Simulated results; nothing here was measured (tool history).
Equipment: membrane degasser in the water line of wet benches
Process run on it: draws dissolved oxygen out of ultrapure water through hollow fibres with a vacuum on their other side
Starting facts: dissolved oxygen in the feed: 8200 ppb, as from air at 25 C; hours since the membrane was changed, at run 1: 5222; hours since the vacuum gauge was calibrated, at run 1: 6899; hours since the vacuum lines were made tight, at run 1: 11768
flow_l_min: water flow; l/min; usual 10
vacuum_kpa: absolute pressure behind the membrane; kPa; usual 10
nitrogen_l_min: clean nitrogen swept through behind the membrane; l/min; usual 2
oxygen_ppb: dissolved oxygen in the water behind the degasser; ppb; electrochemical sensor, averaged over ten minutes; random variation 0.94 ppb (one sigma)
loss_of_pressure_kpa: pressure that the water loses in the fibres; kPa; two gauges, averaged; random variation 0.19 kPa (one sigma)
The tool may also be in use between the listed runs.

run,hour,flow_l_min,vacuum_kpa,nitrogen_l_min,hours since the membrane was changed,hours since the vacuum gauge was calibrated,hours since the vacuum lines were made tight,oxygen_ppb,loss_of_pressure_kpa
1,0,10,10,2,5222,6899,11768,97.4,40.03
2,91.2,10,10,2,5313,6990,11859,98.3,40.74
# hour 191.3: seals of the vacuum lines changed
3,199,10,8.2,2,5419,7096,8,73.1,40.42
4,309,10,8.2,2,5529,7206,118,73.7,40.38
5,427.1,10,10,2,5647,7324,236,95.6,40.85
6,577.1,6,10,2,5797,7474,386,54.6,24.49
7,719.7,10,10,1.57,5940,7617,528,119.5,40.67
8,822.7,10,11.5,2.11,6043,7720,631,106.3,40.76
# hour 835.3: vacuum gauge calibrated
9,900.2,10,11.5,2.11,6120,65,708,110.9,40.94
10,1006.8,6,10,2,6226,171,815,54.2,24.53
# hour 1146.2: vacuum gauge calibrated, once more
11,1149.5,16,8.5,2,6369,3,957,150.5,65.5
12,1231.9,11,10,5.25,6451,86,1040,50.9,44.92
13,1295.1,14,16.7,1.34,6514,149,1103,358.7,56.75
14,1358.2,8,24.3,2,6577,212,1166,208.6,32.43

Alternative continuations, all from the tool just after run 14; predict every row:
A,1474.3,8,24.3,2,6693,328,1282,?,?
B,1474.3,6,14.4,4.32,6693,328,1282,?,?
C,1474.3,11,19.6,3.85,6693,328,1282,?,?
D,1474.3,10,14.9,4,6693,328,1282,?,?

run,oxygen_ppb,loss_of_pressure_kpa
A,207.6,32.76
B,40.9,24.52
C,128.8,44.83
D,82.9,40.75
The same runs, with their run-to-run variation unchanged, on a tool lacking any hidden condition would have given:
run,oxygen_ppb,loss_of_pressure_kpa
A,203.5,31.28
B,39.7,23.42
C,123.8,42.8
D,79.1,38.9

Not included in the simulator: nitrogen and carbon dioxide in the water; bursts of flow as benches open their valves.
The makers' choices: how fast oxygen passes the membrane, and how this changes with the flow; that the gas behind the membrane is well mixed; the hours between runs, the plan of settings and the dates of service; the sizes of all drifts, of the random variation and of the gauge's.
